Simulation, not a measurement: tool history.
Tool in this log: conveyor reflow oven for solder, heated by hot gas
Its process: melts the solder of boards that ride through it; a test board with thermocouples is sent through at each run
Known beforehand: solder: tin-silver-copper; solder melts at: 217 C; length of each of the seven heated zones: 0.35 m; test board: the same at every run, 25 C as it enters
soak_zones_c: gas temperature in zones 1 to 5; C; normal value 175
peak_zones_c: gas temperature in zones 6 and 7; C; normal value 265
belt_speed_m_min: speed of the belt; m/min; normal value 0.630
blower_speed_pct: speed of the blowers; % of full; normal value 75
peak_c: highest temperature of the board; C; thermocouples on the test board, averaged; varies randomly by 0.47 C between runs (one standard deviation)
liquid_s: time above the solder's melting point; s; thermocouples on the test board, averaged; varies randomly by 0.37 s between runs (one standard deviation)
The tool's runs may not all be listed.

run	hour	soak_zones_c	peak_zones_c	belt_speed_m_min	blower_speed_pct	peak_c	liquid_s
1	0.0	175	265	0.630	75	250.8	51.2
2	28.2	185	265	0.630	75	251.6	55.0
3	47.6	185	265	0.502	75	255.8	73.3
4	71.6	185	265	0.502	75	255.8	72.3
# hour 94.4: thermocouples of zones 6 and 7 changed
5	96.4	175	265	0.630	75	253.9	52.0
6	119.7	175	265	0.630	55	250.7	49.8
7	134.0	175	265	0.630	55	250.6	49.5
8	150.4	175	265	0.630	55	251.1	50.1
9	177.8	175	265	0.630	75	253.6	51.5
10	202.7	176	265	0.630	75	253.3	52.7
11	218.2	176	265	0.630	75	252.9	52.7
12	238.1	176	265	0.630	75	253.4	52.4
13	263.9	176	265	0.630	75	253.0	52.3
14	286.8	176	265	0.630	75	253.5	51.7
15	316.9	170	265	0.526	66	255.8	63.3
16	335.6	177	265	0.630	75	252.9	53.5
17	359.0	188	267	0.630	75	255.5	57.3
18	384.3	175	265	0.605	58	253.1	52.8
19	412.3	175	265	0.605	58	251.4	52.3
20	427.5	165	280	0.677	63	260.1	48.1
21	446.2	164	279	0.755	63	255.3	40.0
22	477.5	164	279	0.755	63	254.9	39.5
23	498.8	169	279	0.755	63	255.3	41.4
24	521.6	169	279	0.755	63	255.2	41.0
25	535.7	162	279	0.564	64	263.9	61.5
26	566.0	181	267	0.735	66	248.5	42.9
# hour 595.9: flux residue cleaned out of gas plates and filters
27	599.7	161	257	0.626	58	242.8	40.7
28	614.8	161	257	0.626	58	241.4	39.7

Alternative continuations, all from the tool just after run 28; predict every row:
A	629.4	188	257	0.746	58	?	?
B	629.4	163	257	0.626	58	?	?
C	629.4	161	257	0.598	58	?	?

run	peak_c	liquid_s
A	241.9	40.3
B	242.1	41.3
C	243.0	43.9
Had the tool no hidden state, the same runs would have come out as:
run	peak_c	liquid_s
A	242.7	40.5
B	242.8	41.6
C	243.8	44.2
